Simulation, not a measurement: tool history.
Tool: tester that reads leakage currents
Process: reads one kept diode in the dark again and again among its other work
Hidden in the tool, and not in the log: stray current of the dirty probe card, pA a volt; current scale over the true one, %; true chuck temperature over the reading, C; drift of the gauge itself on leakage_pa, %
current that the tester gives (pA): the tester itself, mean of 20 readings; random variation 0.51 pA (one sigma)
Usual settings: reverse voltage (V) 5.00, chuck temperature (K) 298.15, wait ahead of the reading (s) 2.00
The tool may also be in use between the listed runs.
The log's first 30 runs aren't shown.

run,hour,reverse voltage (V),chuck temperature (K),wait ahead of the reading (s),hours of work since the probe card was cleaned,hours of work since the tester was calibrated,hours of work since the chuck was calibrated,current that the tester gives (pA)
31,830.7,5.00,311.15,2.00,2205,1520,648,450.13
32,850.4,5.00,311.15,2.00,2220,1534,662,453.92
33,881.1,14.57,302.15,2.96,2243,1557,685,369.24
34,908.7,5.35,331.15,2.96,2263,1578,706,1720.43
35,929.8,7.43,298.15,2.00,2279,1594,722,210.93
36,946.4,7.43,298.15,2.00,2292,1606,734,211.79
37,973.0,1.43,304.15,4.72,2312,1626,754,171.85
38,1010.2,1.43,304.15,3.91,2339,1654,782,171.01
39,1034.7,1.43,304.15,3.91,2358,1672,800,172.09

Forecast each of these 3 alternatives for the next run:
A,1062.0,5.00,298.15,3.49,2378,1693,821,?
B,1062.0,1.16,298.15,2.00,2378,1693,821,?
C,1062.0,6.74,320.15,0.85,2378,1693,821,?

run,current that the tester gives (pA)
A,180.69
B,102.26
C,934.95
Without the tool's hidden state the same runs would have given:
run,current that the tester gives (pA)
A,169.29
B,98.42
C,909.29
